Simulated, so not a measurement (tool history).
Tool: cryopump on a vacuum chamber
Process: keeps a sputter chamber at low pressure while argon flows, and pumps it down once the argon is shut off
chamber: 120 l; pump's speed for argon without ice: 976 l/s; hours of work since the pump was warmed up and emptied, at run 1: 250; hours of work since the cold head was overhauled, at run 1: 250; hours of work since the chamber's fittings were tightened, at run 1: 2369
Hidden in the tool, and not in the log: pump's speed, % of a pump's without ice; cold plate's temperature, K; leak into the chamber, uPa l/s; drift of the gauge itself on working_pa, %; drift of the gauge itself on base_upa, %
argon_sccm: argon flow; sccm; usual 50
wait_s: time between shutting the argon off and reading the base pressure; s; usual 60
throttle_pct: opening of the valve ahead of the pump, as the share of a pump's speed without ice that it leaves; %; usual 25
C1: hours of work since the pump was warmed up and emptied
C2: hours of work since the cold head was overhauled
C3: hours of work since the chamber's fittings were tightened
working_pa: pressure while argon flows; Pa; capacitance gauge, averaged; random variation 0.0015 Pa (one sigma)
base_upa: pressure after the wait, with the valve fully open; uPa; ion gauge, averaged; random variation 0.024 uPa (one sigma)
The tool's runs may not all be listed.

Run 1, day 0.000: usual settings; C1 250; C2 250; C3 2369. Result: working_pa 0.3650 Pa, base_upa 3.38 uPa.
Run 2, day 1.038: usual settings; C1 263; C2 263; C3 2382. Result: working_pa 0.3665 Pa, base_upa 3.46 uPa.
Run 3, day 1.779: usual settings; C1 272; C2 272; C3 2391. Result: working_pa 0.3660 Pa, base_upa 3.44 uPa.
Run 4, day 2.983: usual settings; C1 287; C2 287; C3 2405. Result: working_pa 0.3667 Pa, base_upa 3.59 uPa.
Run 5, day 4.062: usual settings; C1 300; C2 300; C3 2419. Result: working_pa 0.3663 Pa, base_upa 3.54 uPa.
Run 6, day 5.462: usual settings but throttle_pct 20 %; C1 317; C2 317; C3 2436. Result: working_pa 0.4558 Pa, base_upa 3.63 uPa.
Run 7, day 6.825: usual settings but throttle_pct 20 %; C1 334; C2 334; C3 2453. Result: working_pa 0.4586 Pa, base_upa 3.62 uPa.
Run 8, day 7.721: usual settings but wait_s 76 s; C1 345; C2 345; C3 2463. Result: working_pa 0.3736 Pa, base_upa 3.67 uPa.
Run 9, day 8.879: usual settings; C1 359; C2 359; C3 2478. Result: working_pa 0.3750 Pa, base_upa 3.82 uPa.
Run 10, day 9.554: usual settings but wait_s 116 s; C1 367; C2 367; C3 2486. Result: working_pa 0.3762 Pa, base_upa 3.54 uPa.
Run 11, day 10.554: usual settings; C1 380; C2 380; C3 2498. Result: working_pa 0.3761 Pa, base_upa 3.80 uPa.
Run 12, day 11.396: usual settings; C1 390; C2 390; C3 2509. Result: working_pa 0.3768 Pa, base_upa 3.91 uPa.
At day 12.200: pump warmed up, emptied and cooled again.
Run 13, day 12.846: usual settings; C1 8; C2 405; C3 2524. Result: working_pa 0.3489 Pa, base_upa 3.11 uPa.
Run 14, day 13.671: usual settings but throttle_pct 55 %; C1 18; C2 415; C3 2534. Result: working_pa 0.1601 Pa, base_upa 3.18 uPa.
Run 15, day 14.746: usual settings but throttle_pct 30 %; C1 31; C2 428; C3 2547. Result: working_pa 0.2907 Pa, base_upa 3.17 uPa.
Run 16, day 16.167: usual settings but argon_sccm 49 sccm, throttle_pct 30 %; C1 49; C2 446; C3 2564. Result: working_pa 0.2859 Pa, base_upa 3.16 uPa.
Run 17, day 16.846: usual settings but argon_sccm 34 sccm; C1 57; C2 454; C3 2573. Result: working_pa 0.2379 Pa, base_upa 3.21 uPa.
Run 18, day 17.604: usual settings but argon_sccm 61 sccm, wait_s 127 s, throttle_pct 43 %; C1 66; C2 463; C3 2582. Result: working_pa 0.2500 Pa, base_upa 3.01 uPa.
Run 19, day 18.433: usual settings but argon_sccm 61 sccm, wait_s 127 s, throttle_pct 43 %; C1 76; C2 474; C3 2592. Result: working_pa 0.2513 Pa, base_upa 2.94 uPa.
Run 20, day 19.675: usual settings but argon_sccm 22 sccm, wait_s 85 s, throttle_pct 35 %; C1 92; C2 489; C3 2607. Result: working_pa 0.1118 Pa, base_upa 3.16 uPa.
Run 21, day 20.342: usual settings but argon_sccm 22 sccm, wait_s 85 s, throttle_pct 35 %; C1 100; C2 497; C3 2616. Result: working_pa 0.1107 Pa, base_upa 3.15 uPa.
Run 22, day 21.250: usual settings but argon_sccm 44 sccm, wait_s 130 s; C1 111; C2 508; C3 2627. Result: working_pa 0.3106 Pa, base_upa 3.06 uPa.
Run 23, day 22.554: usual settings but argon_sccm 44 sccm, wait_s 130 s; C1 127; C2 524; C3 2643. Result: working_pa 0.3156 Pa, base_upa 3.01 uPa.
Run 24, day 23.917: usual settings but argon_sccm 44 sccm, wait_s 130 s; C1 144; C2 541; C3 2659. Result: working_pa 0.3130 Pa, base_upa 3.08 uPa.
Run 25, day 24.942: usual settings but wait_s 199 s, throttle_pct 54 %; C1 156; C2 553; C3 2672. Result: working_pa 0.1721 Pa, base_upa 3.11 uPa.
Run 26, day 25.812: usual settings but argon_sccm 35 sccm, wait_s 191 s, throttle_pct 18 %; C1 167; C2 564; C3 2683. Result: working_pa 0.3455 Pa, base_upa 3.14 uPa.
Run 27, day 27.258: usual settings but argon_sccm 55 sccm, wait_s 47 s, throttle_pct 24 %; C1 185; C2 582; C3 2700. Result: working_pa 0.4159 Pa, base_upa 3.84 uPa.
Run 28, day 28.246: usual settings but argon_sccm 55 sccm, wait_s 47 s, throttle_pct 35 %; C1 197; C2 594; C3 2713. Result: working_pa 0.2876 Pa, base_upa 3.76 uPa.
Run 29, day 29.442: usual settings but wait_s 295 s; C1 211; C2 608; C3 2727. Result: working_pa 0.3607 Pa, base_upa 3.38 uPa.
Run 30, day 30.554: usual settings but argon_sccm 24 sccm, throttle_pct 55 %; C1 225; C2 622; C3 2741. Result: working_pa 0.0835 Pa, base_upa 3.60 uPa.
Run 31, day 31.325: usual settings but argon_sccm 24 sccm, throttle_pct 55 %; C1 234; C2 632; C3 2750. Result: working_pa 0.0838 Pa, base_upa 3.77 uPa.
Run 32, day 32.529: usual settings but argon_sccm 52 sccm; C1 249; C2 646; C3 2765. Result: working_pa 0.3797 Pa, base_upa 3.86 uPa.
Run 33, day 33.204: usual settings but argon_sccm 52 sccm; C1 258; C2 655; C3 2773. Result: working_pa 0.3804 Pa, base_upa 3.90 uPa.

Forecast each of these 3 alternatives for the next run:
Run A, day 34.279: usual settings but argon_sccm 56 sccm, wait_s 68 s, throttle_pct 15 %; C1 271; C2 668; C3 2786. Result: working_pa ?, base_upa ?.
Run B, day 34.279: usual settings but argon_sccm 52 sccm, wait_s 187 s; C1 271; C2 668; C3 2786. Result: working_pa ?, base_upa ?.
Run C, day 34.279: usual settings but argon_sccm 52 sccm, wait_s 233 s, throttle_pct 23 %; C1 271; C2 668; C3 2786. Result: working_pa ?, base_upa ?.

run  working_pa  base_upa
  A      0.6670      3.86
  B      0.3825      3.57
  C      0.4101      3.59
Without the tool's hidden state the same runs would have given:
run  working_pa  base_upa
  A      0.6448      0.82
  B      0.3617      0.51
  C      0.3895      0.47

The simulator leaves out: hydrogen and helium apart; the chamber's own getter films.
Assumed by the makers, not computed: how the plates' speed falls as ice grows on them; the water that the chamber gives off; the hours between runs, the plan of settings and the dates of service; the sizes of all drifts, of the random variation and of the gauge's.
